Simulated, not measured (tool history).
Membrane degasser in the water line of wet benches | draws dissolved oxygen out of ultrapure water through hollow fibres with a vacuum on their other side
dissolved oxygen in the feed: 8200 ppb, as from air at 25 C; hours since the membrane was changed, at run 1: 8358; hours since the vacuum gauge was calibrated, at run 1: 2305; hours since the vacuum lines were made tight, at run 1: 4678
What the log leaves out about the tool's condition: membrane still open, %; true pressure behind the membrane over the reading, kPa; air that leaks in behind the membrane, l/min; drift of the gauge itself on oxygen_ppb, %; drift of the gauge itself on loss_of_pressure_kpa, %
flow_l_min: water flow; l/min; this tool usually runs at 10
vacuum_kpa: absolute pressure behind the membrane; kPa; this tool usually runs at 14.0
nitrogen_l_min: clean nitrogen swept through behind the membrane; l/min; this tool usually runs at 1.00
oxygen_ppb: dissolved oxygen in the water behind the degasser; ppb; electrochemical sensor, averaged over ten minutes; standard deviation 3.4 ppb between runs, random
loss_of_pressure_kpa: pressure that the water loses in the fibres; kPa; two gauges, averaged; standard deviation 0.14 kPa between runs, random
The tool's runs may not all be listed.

run    hour  flow_l_min  vacuum_kpa  nitrogen_l_min  hours since the membrane was changed  hours since the vacuum gauge was calibrated  hours since the vacuum lines were made tight  oxygen_ppb  loss_of_pressure_kpa
  1     0.0          10        14.0            1.00                                  8358                                         2305                                          4678       364.7                 35.28
  2   161.6          13        14.0            1.00                                  8520                                         2466                                          4840       507.3                 45.87
  3   351.8          10        14.0            1.00                                  8710                                         2657                                          5030       362.8                 35.15
  4   546.6          10        14.0            1.00                                  8904                                         2851                                          5225       355.5                 35.03
  5   730.8          10        14.0            1.00                                  9089                                         3036                                          5409       360.7                 35.27
  6   901.9          10        19.1            1.00                                  9260                                         3207                                          5580       462.5                 35.09
     1129.4  -- membrane cartridge changed
  7  1129.4          10        19.1            1.00                                     0                                         3430                                          5803       472.1                 34.77
  8  1252.2          10        14.2            2.81                                   123                                         3553                                          5926       206.0                 35.14
  9  1488.4           7         9.6            2.51                                   359                                         3789                                          6162        85.5                 24.32
 10  1593.1           7         9.6            2.51                                   464                                         3894                                          6267        86.4                 24.33
 11  1736.0           7         9.6            1.61                                   607                                         4037                                          6410       109.0                 24.53
     1878.1  -- seals of the vacuum lines changed
 12  1975.2          10        14.0            1.78                                   844                                         4274                                            97       259.6                 34.83
 13  2164.8          10        16.1            1.00                                  1033                                         4464                                           287       406.6                 34.81

Measured less the same run without the tool's hidden state. The same run-to-run variation is in both; the gauge's scatter may not be:
run  loss_of_pressure_kpa
  1                 +0.08
  2                 +0.07
  3                 +0.03
  4                 -0.01
  5                 -0.03
  6                 -0.06
  7                 -0.18
  8                 -0.21
  9                 -0.17
 10                 -0.18
 11                 -0.20
 12                 -0.31
 13                 -0.35
oxygen_ppb: within 2.8 ppb of the measured result in every run.

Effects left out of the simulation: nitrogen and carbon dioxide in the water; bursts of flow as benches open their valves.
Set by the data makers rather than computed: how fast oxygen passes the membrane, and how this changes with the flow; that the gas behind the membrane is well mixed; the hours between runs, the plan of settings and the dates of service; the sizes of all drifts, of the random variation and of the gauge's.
